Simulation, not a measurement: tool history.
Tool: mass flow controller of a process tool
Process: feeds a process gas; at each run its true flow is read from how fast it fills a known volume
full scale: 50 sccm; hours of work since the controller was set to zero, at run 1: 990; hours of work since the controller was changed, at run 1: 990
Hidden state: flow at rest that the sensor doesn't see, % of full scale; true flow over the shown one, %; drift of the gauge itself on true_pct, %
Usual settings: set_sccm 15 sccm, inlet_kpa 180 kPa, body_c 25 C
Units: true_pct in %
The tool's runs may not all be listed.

run    hour  set_sccm  inlet_kpa  body_c  hours of work since the controller was set to zero  hours of work since the controller was changed  true_pct
  1       0        15        180      25                                                 990                                             990     99.14
  2   100.3        15        180      25                                                1045                                            1045     99.18
  3   164.6        15        180      35                                                1080                                            1080     98.29
  4   257.6        15        180      35                                                1132                                            1132     98.32
  5   324.9        15        180      35                                                1168                                            1168     98.33
  6   377.2        15        180      39                                                1197                                            1197     98.05
  7   454.2        33        180      25                                                1240                                            1240     99.47
  8   499.9         8        180      25                                                1265                                            1265     99.64
  9   564.6         8        180      25                                                1300                                            1300     99.63
 10   626.6         8        180      25                                                1334                                            1334     99.53
 11   690.6         8        180      25                                                1369                                            1369     99.79
 12   756.8        15        151      25                                                1406                                            1406     99.32
 13   837.1        15        151      25                                                1450                                            1450      99.3
 14   881.4        15        180      25                                                1474                                            1474     99.18
 15   934.3        15        180      25                                                1503                                            1503     99.21
 16  1019.4        15        180      25                                                1550                                            1550     99.19
     1024.6  -- controller's zero set anew
 17  1075.1        15        242      23                                                  28                                            1581     99.45
 18  1169.5        15        221      31                                                  80                                            1632     98.89
 19  1211.1        47        196      31                                                 103                                            1655     99.29
 20  1283.1        15        150      34                                                 142                                            1695      98.9
 21  1368.1         7        150      25                                                 189                                            1742    100.65
 22  1453.5        17        156      35                                                 236                                            1788     98.75
     1476.7  -- controller's zero set anew, once more
 23  1501.8        11        180      25                                                  14                                            1815     98.63
 24  1578.7        10        261      25                                                  56                                            1857     98.33
 25  1636.8        15        161      28                                                  88                                            1889     98.51
 26  1689.5        15        161      28                                                 117                                            1918     98.33
 27  1735.9        43        199      33                                                 142                                            1943     98.74

4 ways to go on from here, each from the tool as it stands after run 27. What would each give?
  A  1787        36        261      25                                                 171                                            1972         ?
  B  1787        15        159      25                                                 171                                            1972         ?
  C  1787        21        199      25                                                 171                                            1972         ?
  D  1787         8        180      22                                                 171                                            1972         ?

run  true_pct
  A     98.99
  B     98.62
  C      98.8
  D     98.67
Without the tool's hidden state the same runs would have given:
run  true_pct
  A     99.35
  B     98.92
  C     99.13
  D     98.89
